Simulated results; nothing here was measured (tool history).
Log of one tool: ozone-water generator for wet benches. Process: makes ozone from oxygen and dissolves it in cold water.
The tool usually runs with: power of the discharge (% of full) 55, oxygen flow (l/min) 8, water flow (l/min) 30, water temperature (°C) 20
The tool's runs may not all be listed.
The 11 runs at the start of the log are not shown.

| run | hour | power of the discharge (% of full) | oxygen flow (l/min) | water flow (l/min) | water temperature (°C) | dissolved ozone (ppm) | ozone in the gas ahead of the water (g/m3) |
|---|---|---|---|---|---|---|---|
| 12 | 1537.4 | 55 | 8 | 30 | 20 | 17 | 163 |
| 13 | 1637.4 | 55 | 8 | 30 | 20 | 16.9 | 164.9 |
| 14 | 1781.4 | 55 | 8 | 30 | 20 | 16.8 | 162.6 |
| 15 | 1910 | 55 | 8 | 30 | 20 | 16.8 | 163.9 |
| 16 | 2102.4 | 55 | 8 | 30 | 20 | 16.6 | 162.8 |
| 17 | 2209.1 | 55 | 8 | 48 | 25 | 10.1 | 161.3 |
| 18 | 2398.2 | 55 | 8 | 48 | 25 | 10 | 163.5 |
| 19 | 2513.2 | 52 | 4.49 | 19 | 21 | 22.1 | 202.1 |
| 20 | 2704.7 | 52 | 4.49 | 19 | 21 | 21.8 | 202.2 |
| 21 | 2814 | 55 | 11.9 | 24 | 17 | 21.3 | 134.5 |
| 22 | 3003 | 55 | 11.9 | 24 | 17 | 21.3 | 135 |
| 23 | 3197.5 | 55 | 8 | 39 | 20 | 12.9 | 161.7 |
| 24 | 3396 | 55 | 13.52 | 30 | 20 | 16.9 | 130.2 |
| 25 | 3578.8 | 55 | 13.52 | 30 | 20 | 16.9 | 129.1 |
| 26 | 3767.8 | 55 | 7.43 | 30 | 20 | 16.3 | 166.3 |
| 27 | 3948.9 | 55 | 7.43 | 30 | 20 | 16.7 | 167.8 |
| 28 | 4085.6 | 55 | 7.43 | 30 | 20 | 16.6 | 168.1 |
| 29 | 4226.6 | 55 | 10.39 | 30 | 15 | 18.2 | 142.1 |
| 30 | 4315.6 | 55 | 8.57 | 30 | 14 | 18.1 | 155.9 |
| 31 | 4476.8 | 55 | 8.57 | 30 | 14 | 17.7 | 155.2 |
| 32 | 4664.2 | 55 | 8.57 | 30 | 14 | 18.1 | 155.8 |

Branching from run 32: 4 alternative next runs. What would each branch give?
| A | 4795.4 | 83 | 6.51 | 24 | 14 | ? | ? |
| B | 4795.4 | 55 | 8.85 | 30 | 15 | ? | ? |
| C | 4795.4 | 55 | 10.91 | 26 | 26 | ? | ? |
| D | 4795.4 | 45 | 8.57 | 38 | 14 | ? | ? |

| run | dissolved ozone (ppm) | ozone in the gas ahead of the water (g/m3) |
|---|---|---|
| A | 27.8 | 228.4 |
| B | 18 | 154.9 |
| C | 16.4 | 141.7 |
| D | 12.5 | 138.5 |
The same runs, with their run-to-run variation unchanged, on a tool lacking any hidden condition would have given:
| run | dissolved ozone (ppm) | ozone in the gas ahead of the water (g/m3) |
|---|---|---|
| A | 30.4 | 245.3 |
| B | 19.4 | 163.5 |
| C | 17.7 | 149.5 |
| D | 13.5 | 145 |
